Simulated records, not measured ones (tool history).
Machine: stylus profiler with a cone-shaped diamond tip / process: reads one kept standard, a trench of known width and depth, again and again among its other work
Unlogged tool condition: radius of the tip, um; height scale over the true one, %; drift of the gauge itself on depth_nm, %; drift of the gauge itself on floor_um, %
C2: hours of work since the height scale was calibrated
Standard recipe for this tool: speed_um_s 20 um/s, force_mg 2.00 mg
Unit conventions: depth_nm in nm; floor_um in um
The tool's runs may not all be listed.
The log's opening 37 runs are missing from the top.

{"hour": 1427.1, "done": "new tip fitted, height scale calibrated"}
{"run": 38, "hour": 1465.9, "speed_um_s": 18, "force_mg": 0.89, "scans with this tip": 349, "C2": 24, "depth_nm": 502.62, "floor_um": 17.2}
{"run": 39, "hour": 1492.9, "speed_um_s": 18, "force_mg": 4.13, "scans with this tip": 591, "C2": 40, "depth_nm": 506.8, "floor_um": 17.28}
{"run": 40, "hour": 1528.3, "speed_um_s": 37, "force_mg": 2.0, "scans with this tip": 909, "C2": 61, "depth_nm": 504.18, "floor_um": 17.17}
{"run": 41, "hour": 1582.5, "speed_um_s": 37, "force_mg": 2.0, "scans with this tip": 1395, "C2": 94, "depth_nm": 504.42, "floor_um": 17.15}
{"run": 42, "hour": 1625.6, "speed_um_s": 22, "force_mg": 2.0, "scans with this tip": 1782, "C2": 120, "depth_nm": 504.24, "floor_um": 17.3}
{"run": 43, "hour": 1667.2, "speed_um_s": 30, "force_mg": 5.1, "scans with this tip": 2155, "C2": 145, "depth_nm": 508.25, "floor_um": 17.28}
{"run": 44, "hour": 1702.8, "speed_um_s": 28, "force_mg": 0.81, "scans with this tip": 2475, "C2": 167, "depth_nm": 502.18, "floor_um": 17.09}
{"run": 45, "hour": 1727.6, "speed_um_s": 28, "force_mg": 0.81, "scans with this tip": 2697, "C2": 182, "depth_nm": 502.49, "floor_um": 17.19}
{"run": 46, "hour": 1777.6, "speed_um_s": 6, "force_mg": 4.3, "scans with this tip": 3146, "C2": 212, "depth_nm": 507.16, "floor_um": 17.31}

Consider 3 possible next runs. They are alternatives, not a sequence: every one starts from the tool as it was left by run 46. What does each give?
{"run": "A", "hour": 1827.1, "speed_um_s": 6, "force_mg": 0.94, "scans with this tip": 3591, "C2": 242, "depth_nm": "?", "floor_um": "?"}
{"run": "B", "hour": 1827.1, "speed_um_s": 38, "force_mg": 2.0, "scans with this tip": 3591, "C2": 242, "depth_nm": "?", "floor_um": "?"}
{"run": "C", "hour": 1827.1, "speed_um_s": 17, "force_mg": 1.85, "scans with this tip": 3591, "C2": 242, "depth_nm": "?", "floor_um": "?"}

run=A depth_nm=502.83 floor_um=17.33
run=B depth_nm=504.33 floor_um=17.20
run=C depth_nm=503.78 floor_um=17.30
The same runs, with their run-to-run variation unchanged, on a tool lacking any hidden condition would have given:
run=A depth_nm=502.83 floor_um=17.33
run=B depth_nm=504.34 floor_um=17.21
run=C depth_nm=503.78 floor_um=17.30
